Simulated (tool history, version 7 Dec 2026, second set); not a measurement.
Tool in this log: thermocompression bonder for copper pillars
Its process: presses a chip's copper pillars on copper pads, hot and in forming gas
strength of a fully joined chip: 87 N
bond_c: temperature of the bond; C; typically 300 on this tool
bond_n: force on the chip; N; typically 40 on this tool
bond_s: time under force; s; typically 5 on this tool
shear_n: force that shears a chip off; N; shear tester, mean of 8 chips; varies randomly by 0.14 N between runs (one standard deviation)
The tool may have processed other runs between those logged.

{"run": 1, "hour": 0.0, "bond_c": 300, "bond_n": 40, "bond_s": 5, "shear_n": 39.1}
{"run": 2, "hour": 9.0, "bond_c": 300, "bond_n": 40, "bond_s": 5, "shear_n": 39.1}
{"run": 3, "hour": 19.3, "bond_c": 300, "bond_n": 40, "bond_s": 5, "shear_n": 39.5}
{"run": 4, "hour": 28.0, "bond_c": 300, "bond_n": 40, "bond_s": 5, "shear_n": 39.4}
{"run": 5, "hour": 37.5, "bond_c": 300, "bond_n": 40, "bond_s": 5, "shear_n": 39.3}
{"run": 6, "hour": 44.4, "bond_c": 300, "bond_n": 40, "bond_s": 5, "shear_n": 39.6}
{"run": 7, "hour": 51.2, "bond_c": 300, "bond_n": 40, "bond_s": 5, "shear_n": 39.4}
{"run": 8, "hour": 59.6, "bond_c": 300, "bond_n": 40, "bond_s": 5, "shear_n": 39.3}
{"run": 9, "hour": 69.7, "bond_c": 300, "bond_n": 41, "bond_s": 5, "shear_n": 40.1}
{"run": 10, "hour": 78.9, "bond_c": 300, "bond_n": 41, "bond_s": 5, "shear_n": 40}
{"run": 11, "hour": 85.6, "bond_c": 300, "bond_n": 40, "bond_s": 5, "shear_n": 39.6}
{"run": 12, "hour": 94.2, "bond_c": 300, "bond_n": 40, "bond_s": 5, "shear_n": 39.3}
{"run": 13, "hour": 98.6, "bond_c": 300, "bond_n": 40, "bond_s": 5, "shear_n": 39.3}
{"run": 14, "hour": 103.6, "bond_c": 300, "bond_n": 50, "bond_s": 5, "shear_n": 44.3}
{"run": 15, "hour": 108.4, "bond_c": 300, "bond_n": 50, "bond_s": 5, "shear_n": 43.9}
{"run": 16, "hour": 113.1, "bond_c": 300, "bond_n": 50, "bond_s": 5, "shear_n": 44.2}
{"run": 17, "hour": 118.9, "bond_c": 300, "bond_n": 50, "bond_s": 5, "shear_n": 44.2}
{"run": 18, "hour": 126.8, "bond_c": 300, "bond_n": 40, "bond_s": 5, "shear_n": 39.4}
{"hour": 128.8, "done": "forming gas filter changed"}
{"run": 19, "hour": 135.9, "bond_c": 300, "bond_n": 40, "bond_s": 5, "shear_n": 39.4}
{"run": 20, "hour": 145.1, "bond_c": 300, "bond_n": 40, "bond_s": 5, "shear_n": 39.5}
{"run": 21, "hour": 152.5, "bond_c": 300, "bond_n": 44, "bond_s": 6, "shear_n": 44.2}
{"run": 22, "hour": 161.2, "bond_c": 274, "bond_n": 34, "bond_s": 8, "shear_n": 34.3}
{"run": 23, "hour": 169.5, "bond_c": 274, "bond_n": 34, "bond_s": 8, "shear_n": 34.5}
{"run": 24, "hour": 179.5, "bond_c": 288, "bond_n": 28, "bond_s": 3, "shear_n": 23.5}
{"run": 25, "hour": 186.1, "bond_c": 288, "bond_n": 28, "bond_s": 3, "shear_n": 23.6}
{"run": 26, "hour": 195.2, "bond_c": 288, "bond_n": 28, "bond_s": 3, "shear_n": 23.4}
{"run": 27, "hour": 200.2, "bond_c": 288, "bond_n": 28, "bond_s": 3, "shear_n": 23.6}
{"run": 28, "hour": 209.1, "bond_c": 284, "bond_n": 49, "bond_s": 6, "shear_n": 41.3}
{"run": 29, "hour": 215.9, "bond_c": 300, "bond_n": 49, "bond_s": 3, "shear_n": 36.2}
{"run": 30, "hour": 225.0, "bond_c": 319, "bond_n": 42, "bond_s": 9, "shear_n": 55.9}
{"run": 31, "hour": 233.5, "bond_c": 319, "bond_n": 38, "bond_s": 10, "shear_n": 55.2}
{"run": 32, "hour": 241.0, "bond_c": 300, "bond_n": 30, "bond_s": 11, "shear_n": 44.6}
{"run": 33, "hour": 249.3, "bond_c": 314, "bond_n": 45, "bond_s": 3, "shear_n": 38.8}
{"run": 34, "hour": 253.9, "bond_c": 300, "bond_n": 48, "bond_s": 5, "shear_n": 43.5}
{"run": 35, "hour": 259.9, "bond_c": 300, "bond_n": 48, "bond_s": 9, "shear_n": 52.8}
{"run": 36, "hour": 264.6, "bond_c": 327, "bond_n": 48, "bond_s": 4, "shear_n": 48.6}
{"run": 37, "hour": 274.9, "bond_c": 300, "bond_n": 47, "bond_s": 8, "shear_n": 50}
{"run": 38, "hour": 285.2, "bond_c": 300, "bond_n": 47, "bond_s": 8, "shear_n": 50.2}
{"run": 39, "hour": 290.9, "bond_c": 302, "bond_n": 31, "bond_s": 15, "shear_n": 51.1}

Branching from run 39: 5 alternative next runs. What would each branch give?
{"run": "A", "hour": 299.6, "bond_c": 300, "bond_n": 40, "bond_s": 13, "shear_n": "?"}
{"run": "B", "hour": 299.6, "bond_c": 300, "bond_n": 49, "bond_s": 8, "shear_n": "?"}
{"run": "C", "hour": 299.6, "bond_c": 300, "bond_n": 33, "bond_s": 14, "shear_n": "?"}
{"run": "D", "hour": 299.6, "bond_c": 306, "bond_n": 26, "bond_s": 5, "shear_n": "?"}
{"run": "E", "hour": 299.6, "bond_c": 306, "bond_n": 41, "bond_s": 3, "shear_n": "?"}

run=A shear_n=54.1
run=B shear_n=50.9
run=C shear_n=50.9
run=D shear_n=32.5
run=E shear_n=34.7
Take away the tool's hidden state, keep each run's random variation, and the runs would have read:
run=A shear_n=54.1
run=B shear_n=50.9
run=C shear_n=50.9
run=D shear_n=32.5
run=E shear_n=34.7
